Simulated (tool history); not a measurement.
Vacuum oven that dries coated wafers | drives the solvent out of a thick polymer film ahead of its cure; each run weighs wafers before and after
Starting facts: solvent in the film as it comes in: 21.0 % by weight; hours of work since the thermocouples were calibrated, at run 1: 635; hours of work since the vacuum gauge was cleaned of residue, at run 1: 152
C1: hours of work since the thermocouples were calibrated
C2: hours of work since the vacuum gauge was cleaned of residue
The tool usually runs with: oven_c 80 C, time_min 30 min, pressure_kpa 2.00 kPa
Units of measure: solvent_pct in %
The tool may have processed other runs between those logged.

Run 1, hour 0.0: usual settings; C1 635; C2 152. Result: solvent_pct 3.85 %.
Run 2, hour 15.8: usual settings but time_min 23 min; C1 644; C2 161. Result: solvent_pct 5.09 %.
Run 3, hour 32.1: usual settings but time_min 23 min; C1 654; C2 170. Result: solvent_pct 5.17 %.
Run 4, hour 41.3: usual settings but time_min 23 min; C1 659; C2 176. Result: solvent_pct 5.15 %.
Run 5, hour 54.4: usual settings; C1 667; C2 183. Result: solvent_pct 3.83 %.
Run 6, hour 67.6: usual settings but pressure_kpa 1.10 kPa; C1 674; C2 191. Result: solvent_pct 3.28 %.
Run 7, hour 75.4: usual settings but pressure_kpa 1.10 kPa; C1 679; C2 195. Result: solvent_pct 3.22 %.
Run 8, hour 91.8: usual settings but pressure_kpa 1.10 kPa; C1 688; C2 205. Result: solvent_pct 3.27 %.
Run 9, hour 107.1: usual settings but pressure_kpa 1.10 kPa; C1 697; C2 213. Result: solvent_pct 3.25 %.
Run 10, hour 115.9: usual settings but oven_c 69 C; C1 702; C2 218. Result: solvent_pct 8.95 %.
Run 11, hour 127.3: usual settings but oven_c 68 C, time_min 34 min, pressure_kpa 1.36 kPa; C1 709; C2 225. Result: solvent_pct 8.20 %.
Run 12, hour 143.5: usual settings but oven_c 70 C, time_min 26 min, pressure_kpa 2.74 kPa; C1 718; C2 234. Result: solvent_pct 9.73 %.
At hour 146.3: vacuum gauge cleaned of residue and calibrated.
Run 13, hour 157.8: usual settings but oven_c 84 C, time_min 52 min, pressure_kpa 1.84 kPa; C1 725; C2 7. Result: solvent_pct 1.48 %.
Run 14, hour 171.2: usual settings but oven_c 84 C, time_min 43 min, pressure_kpa 1.84 kPa; C1 733; C2 14. Result: solvent_pct 1.70 %.
Run 15, hour 181.4: usual settings but oven_c 84 C, time_min 43 min, pressure_kpa 1.84 kPa; C1 739; C2 20. Result: solvent_pct 1.71 %.
Run 16, hour 196.4: usual settings but time_min 43 min; C1 748; C2 29. Result: solvent_pct 2.61 %.

The next listed run, before its measurement:
Run 17, hour 212.7: usual settings but time_min 19 min, pressure_kpa 3.07 kPa; C1 757; C2 38. Result: solvent_pct ?.

solvent_pct: 6.92 %
Minus the tool's unlogged condition, the same run would have read solvent_pct 6.65 %.

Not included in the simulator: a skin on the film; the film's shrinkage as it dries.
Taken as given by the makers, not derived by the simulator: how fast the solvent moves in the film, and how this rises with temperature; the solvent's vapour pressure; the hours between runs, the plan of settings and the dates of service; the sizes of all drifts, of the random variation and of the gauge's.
